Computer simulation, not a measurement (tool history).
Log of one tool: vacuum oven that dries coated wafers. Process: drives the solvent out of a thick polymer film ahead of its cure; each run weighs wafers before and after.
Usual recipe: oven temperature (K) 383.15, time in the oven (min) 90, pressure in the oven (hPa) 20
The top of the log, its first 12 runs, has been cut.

{"run": 13, "day": 19.0, "oven temperature (K)": 383.15, "time in the oven (min)": 90, "pressure in the oven (hPa)": 20, "solvent left in the film (%)": 1.56}
{"run": 14, "day": 20.279, "oven temperature (K)": 383.15, "time in the oven (min)": 90, "pressure in the oven (hPa)": 18.8, "solvent left in the film (%)": 1.52}
{"run": 15, "day": 22.258, "oven temperature (K)": 383.15, "time in the oven (min)": 90, "pressure in the oven (hPa)": 18.8, "solvent left in the film (%)": 1.48}
{"run": 16, "day": 24.038, "oven temperature (K)": 383.15, "time in the oven (min)": 90, "pressure in the oven (hPa)": 18.8, "solvent left in the film (%)": 1.55}
{"run": 17, "day": 25.2, "oven temperature (K)": 383.15, "time in the oven (min)": 90, "pressure in the oven (hPa)": 18.8, "solvent left in the film (%)": 1.47}
{"run": 18, "day": 26.458, "oven temperature (K)": 395.15, "time in the oven (min)": 90, "pressure in the oven (hPa)": 20, "solvent left in the film (%)": 0.65}
{"run": 19, "day": 28.525, "oven temperature (K)": 395.15, "time in the oven (min)": 90, "pressure in the oven (hPa)": 28.5, "solvent left in the film (%)": 0.9}
{"run": 20, "day": 30.204, "oven temperature (K)": 395.15, "time in the oven (min)": 90, "pressure in the oven (hPa)": 28.5, "solvent left in the film (%)": 0.88}
{"run": 21, "day": 31.133, "oven temperature (K)": 383.15, "time in the oven (min)": 90, "pressure in the oven (hPa)": 20, "solvent left in the film (%)": 1.53}
{"run": 22, "day": 32.675, "oven temperature (K)": 383.15, "time in the oven (min)": 90, "pressure in the oven (hPa)": 20, "solvent left in the film (%)": 1.54}
{"run": 23, "day": 33.579, "oven temperature (K)": 383.15, "time in the oven (min)": 90, "pressure in the oven (hPa)": 26.4, "solvent left in the film (%)": 1.83}
{"run": 24, "day": 34.588, "oven temperature (K)": 383.15, "time in the oven (min)": 90, "pressure in the oven (hPa)": 26.4, "solvent left in the film (%)": 1.82}
{"day": 34.8, "done": "oven's thermocouples calibrated"}
{"run": 25, "day": 35.829, "oven temperature (K)": 383.15, "time in the oven (min)": 90, "pressure in the oven (hPa)": 26.4, "solvent left in the film (%)": 1.67}
{"run": 26, "day": 36.867, "oven temperature (K)": 383.15, "time in the oven (min)": 90, "pressure in the oven (hPa)": 10.2, "solvent left in the film (%)": 1.09}
{"run": 27, "day": 38.342, "oven temperature (K)": 383.15, "time in the oven (min)": 90, "pressure in the oven (hPa)": 10.2, "solvent left in the film (%)": 1.14}
{"run": 28, "day": 39.342, "oven temperature (K)": 380.15, "time in the oven (min)": 90, "pressure in the oven (hPa)": 10.2, "solvent left in the film (%)": 1.52}
{"run": 29, "day": 40.533, "oven temperature (K)": 380.15, "time in the oven (min)": 90, "pressure in the oven (hPa)": 10.2, "solvent left in the film (%)": 1.49}
{"day": 41.033, "done": "oven's thermocouples calibrated, once more"}
{"run": 30, "day": 42.504, "oven temperature (K)": 380.15, "time in the oven (min)": 90, "pressure in the oven (hPa)": 10.2, "solvent left in the film (%)": 1.93}
{"run": 31, "day": 43.958, "oven temperature (K)": 383.15, "time in the oven (min)": 58, "pressure in the oven (hPa)": 20, "solvent left in the film (%)": 3.47}
{"run": 32, "day": 45.904, "oven temperature (K)": 383.15, "time in the oven (min)": 58, "pressure in the oven (hPa)": 20, "solvent left in the film (%)": 3.36}
{"run": 33, "day": 47.0, "oven temperature (K)": 383.15, "time in the oven (min)": 58, "pressure in the oven (hPa)": 20, "solvent left in the film (%)": 3.48}
{"run": 34, "day": 48.575, "oven temperature (K)": 385.15, "time in the oven (min)": 141, "pressure in the oven (hPa)": 18.2, "solvent left in the film (%)": 0.99}

For run 35, what comes out?
{"run": 35, "day": 50.05, "oven temperature (K)": 385.15, "time in the oven (min)": 141, "pressure in the oven (hPa)": 18.2, "solvent left in the film (%)": "?"}

{"run 35": {"solvent left in the film (%)": 0.9}}
With the hidden condition absent and the run-to-run variation left alone, this run would have shown solvent left in the film (%) 0.78.
